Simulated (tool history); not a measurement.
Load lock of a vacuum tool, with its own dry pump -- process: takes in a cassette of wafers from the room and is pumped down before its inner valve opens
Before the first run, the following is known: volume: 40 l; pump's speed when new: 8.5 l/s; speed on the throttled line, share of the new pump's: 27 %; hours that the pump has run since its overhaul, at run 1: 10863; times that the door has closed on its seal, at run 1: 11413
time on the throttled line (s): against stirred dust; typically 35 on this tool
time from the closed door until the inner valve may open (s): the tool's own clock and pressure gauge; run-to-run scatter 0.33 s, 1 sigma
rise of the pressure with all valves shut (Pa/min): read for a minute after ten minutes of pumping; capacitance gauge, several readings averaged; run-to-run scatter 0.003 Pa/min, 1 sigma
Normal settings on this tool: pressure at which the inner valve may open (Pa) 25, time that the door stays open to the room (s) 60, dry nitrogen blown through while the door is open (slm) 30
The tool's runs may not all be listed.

| run | day | time on the throttled line (s) | pressure at which the inner valve may open (Pa) | time that the door stays open to the room (s) | dry nitrogen blown through while the door is open (slm) | hours that the pump has run since its overhaul | times that the door has closed on its seal | incoming humidity of the room's air, % | time from the closed door until the inner valve may open (s) | rise of the pressure with all valves shut (Pa/min) |
|---|---|---|---|---|---|---|---|---|---|---|
| 1 | 0.000 | 35 | 25 | 60 | 30 | 10863 | 11413 | 43.4 | 64.5 | 0.038 |
|  | 7.117 | dry pump taken out, an overhauled one fitted |
| 2 | 7.117 | 35 | 25 | 112 | 30 | 0 | 11981 | 43.6 | 64.7 | 0.045 |
| 3 | 11.117 | 35 | 34 | 60 | 30 | 96 | 12311 | 46.0 | 63.1 | 0.039 |
| 4 | 14.325 | 32 | 25 | 60 | 30 | 173 | 12577 | 45.8 | 63.0 | 0.034 |
| 5 | 17.933 | 35 | 25 | 196 | 30 | 260 | 12875 | 47.3 | 64.7 | 0.064 |
| 6 | 22.496 | 35 | 25 | 196 | 30 | 369 | 13252 | 45.1 | 65.1 | 0.063 |
| 7 | 27.821 | 35 | 25 | 196 | 30 | 497 | 13692 | 45.1 | 64.5 | 0.064 |
| 8 | 35.708 | 35 | 25 | 196 | 30 | 686 | 14344 | 45.7 | 64.9 | 0.068 |
| 9 | 39.862 | 35 | 25 | 85 | 30 | 786 | 14687 | 45.4 | 65.1 | 0.043 |

Forecast run 10:
| 10 | 44.875 | 35 | 33 | 105 | 30 | 906 | 15102 | 42.2 | ? | ? |

{"run 10": {"time from the closed door until the inner valve may open (s)": 63.8, "rise of the pressure with all valves shut (Pa/min)": 0.045}}
Take away the tool's hidden state, keep the run-to-run variation as it was, and the same run would have given time from the closed door until the inner valve may open (s) 63.8, rise of the pressure with all valves shut (Pa/min) 0.045.
